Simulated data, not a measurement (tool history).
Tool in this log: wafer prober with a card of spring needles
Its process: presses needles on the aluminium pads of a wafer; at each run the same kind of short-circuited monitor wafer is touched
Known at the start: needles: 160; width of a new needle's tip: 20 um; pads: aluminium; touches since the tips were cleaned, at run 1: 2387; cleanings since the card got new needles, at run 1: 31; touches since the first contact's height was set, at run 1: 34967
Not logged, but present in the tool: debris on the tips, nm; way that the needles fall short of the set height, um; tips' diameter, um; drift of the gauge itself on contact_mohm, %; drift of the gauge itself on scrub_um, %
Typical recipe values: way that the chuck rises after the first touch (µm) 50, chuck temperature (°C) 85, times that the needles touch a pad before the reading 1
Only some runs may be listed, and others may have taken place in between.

run     day  way that the chuck rises after the first touch (µm)  chuck temperature (°C)  times that the needles touch a pad before the reading  touches since the tips were cleaned  cleanings since the card got new needles  touches since the first contact's height was set  resistance of one needle with its contact and lead (mohm)  way that a needle slides on the pad (µm)
  1   0.000                                                   50                      85                                                      1                                 2387                                        31                                             34967                                                        414                                     10.54
      0.162  -- tips cleaned on abrasive film
      0.546  -- tips cleaned on abrasive film
      0.862  -- tips cleaned on abrasive film
      1.250  -- tips cleaned on abrasive film
  2   1.371                                                   50                      69                                                      1                                 1586                                        35                                             53153                                                        374                                     10.45
      1.608  -- tips cleaned on abrasive film
      1.996  -- tips cleaned on abrasive film
      2.383  -- tips cleaned on abrasive film
      2.767  -- tips cleaned on abrasive film
  3   2.846                                                   50                      69                                                      1                                 1069                                        39                                             72778                                                        332                                     10.50
      3.146  -- tips cleaned on abrasive film
      3.529  -- tips cleaned on abrasive film
      3.925  -- tips cleaned on abrasive film
  4   4.225                                                   50                      85                                                      1                                 4026                                        42                                             91131                                                        469                                     10.38
      4.308  -- tips cleaned on abrasive film
      4.625  -- tips cleaned on abrasive film
      4.942  -- tips cleaned on abrasive film
      5.333  -- tips cleaned on abrasive film
      5.583  -- height of the first contact set anew
      5.662  -- tips cleaned on abrasive film
  5   5.721                                                   50                      85                                                      1                                  776                                        47                                              1827                                                        333                                     10.77
      6.038  -- tips cleaned on abrasive film
      6.421  -- tips cleaned on abrasive film
      6.738  -- tips cleaned on abrasive film
  6   6.958                                                   50                      85                                                      1                                 2914                                        50                                             18245                                                        436                                     10.70
      7.117  -- tips cleaned on abrasive film
      7.512  -- tips cleaned on abrasive film
      7.829  -- tips cleaned on abrasive film
  7   8.129                                                   50                      76                                                      1                                 4005                                        53                                             33811                                                        470                                     10.64
      8.208  -- tips cleaned on abrasive film
      8.588  -- tips cleaned on abrasive film
      8.971  -- tips cleaned on abrasive film
      9.362  -- tips cleaned on abrasive film
  8   9.600                                                   50                      76                                                      1                                 3222                                        57                                             53376                                                        451                                     10.50
      9.683  -- tips cleaned on abrasive film
     10.000  -- tips cleaned on abrasive film
     10.317  -- tips cleaned on abrasive film
  9  10.371                                                   50                      76                                                      1                                  701                                        60                                             63537                                                        328                                     10.34
     10.688  -- tips cleaned on abrasive film
     11.083  -- tips cleaned on abrasive film
 10  11.304                                                   50                      60                                                      1                                 3006                                        62                                             76002                                                        447                                     10.38
     11.467  -- tips cleaned on abrasive film
     11.783  -- tips cleaned on abrasive film
     12.171  -- tips cleaned on abrasive film
     12.488  -- tips cleaned on abrasive film
     12.804  -- tips cleaned on abrasive film
 11  12.971                                                   50                      60                                                      1                                 2265                                        67                                             98130                                                        413                                     10.28
     13.121  -- tips cleaned on abrasive film
     13.438  -- tips cleaned on abrasive film
     13.750  -- height of the first contact set anew
     13.833  -- tips cleaned on abrasive film
     14.217  -- tips cleaned on abrasive film
 12  14.412                                                   50                      60                                                      1                                 2657                                        71                                              8808                                                        419                                     10.79
     14.575  -- tips cleaned on abrasive film
     14.962  -- tips cleaned on abrasive film
     15.279  -- tips cleaned on abrasive film
     15.596  -- tips cleaned on abrasive film
 13  15.733                                                   50                      85                                                      1                                 1812                                        75                                             26288                                                        393                                     10.69
     15.971  -- tips cleaned on abrasive film
     16.367  -- tips cleaned on abrasive film
     16.683  -- tips cleaned on abrasive film
 14  16.700                                                   50                     109                                                      1                                  218                                        78                                             39118                                                        314                                     10.58
     17.017  -- tips cleaned on abrasive film
     17.404  -- tips cleaned on abrasive film
     17.721  -- tips cleaned on abrasive film
 15  17.929                                                   50                     109                                                      1                                 2793                                        81                                             55466                                                        457                                     10.55
     18.088  -- tips cleaned on abrasive film
     18.404  -- tips cleaned on abrasive film
     18.800  -- tips cleaned on abrasive film
 16  19.058                                                   53                      85                                                      2                                 3477                                        84                                             70465                                                        386                                     11.13
     19.142  -- tips cleaned on abrasive film
     19.525  -- tips cleaned on abrasive film
     19.842  -- tips cleaned on abrasive film
     20.233  -- tips cleaned on abrasive film
     20.621  -- tips cleaned on abrasive film
 17  20.733                                                   50                      77                                                      1                                 1484                                        89                                             92685                                                        385                                     10.31
     20.962  -- tips cleaned on abrasive film
     21.279  -- tips cleaned on abrasive film
     21.675  -- tips cleaned on abrasive film
     21.917  -- height of the first contact set anew
 18  21.917                                                   50                      85                                                      1                                 3101                                        92                                                 0                                                        459                                     10.77
     22.079  -- tips cleaned on abrasive film
     22.454  -- tips cleaned on abrasive film
     22.846  -- tips cleaned on abrasive film
 19  22.846                                                   50                      31                                                      2                                    0                                        95                                             12307                                                        260                                     10.78
     23.242  -- tips cleaned on abrasive film
 20  23.517                                                   52                      31                                                      2                                 3728                                        96                                             21289                                                        382                                     11.15
     23.600  -- tips cleaned on abrasive film
     23.917  -- tips cleaned on abrasive film
     24.233  -- tips cleaned on abrasive film
     24.608  -- tips cleaned on abrasive film
     24.925  -- tips cleaned on abrasive film
 21  25.167                                                   52                      31                                                      2                                 3255                                       101                                             43162                                                        385                                     10.95
     25.250  -- tips cleaned on abrasive film
     25.567  -- tips cleaned on abrasive film
     25.883  -- tips cleaned on abrasive film
     26.200  -- tips cleaned on abrasive film
     26.575  -- tips cleaned on abrasive film
 22  26.838                                                   50                      77                                                      2                                 3508                                       106                                             65327                                                        421                                     10.43

Run 23, settings as shown, results not yet in. Your forecast:
     26.921  -- tips cleaned on abrasive film
     27.304  -- tips cleaned on abrasive film
     27.692  -- tips cleaned on abrasive film
     28.075  -- tips cleaned on abrasive film
 23  28.100                                                   50                      77                                                      2                                  333                                       110                                             82092                                                          ?                                         ?

resistance of one needle with its contact and lead (mohm): 304
way that a needle slides on the pad (µm): 10.31
Had the tool carried no hidden state, the very same run would have given resistance of one needle with its contact and lead (mohm) 256, way that a needle slides on the pad (µm) 10.77.

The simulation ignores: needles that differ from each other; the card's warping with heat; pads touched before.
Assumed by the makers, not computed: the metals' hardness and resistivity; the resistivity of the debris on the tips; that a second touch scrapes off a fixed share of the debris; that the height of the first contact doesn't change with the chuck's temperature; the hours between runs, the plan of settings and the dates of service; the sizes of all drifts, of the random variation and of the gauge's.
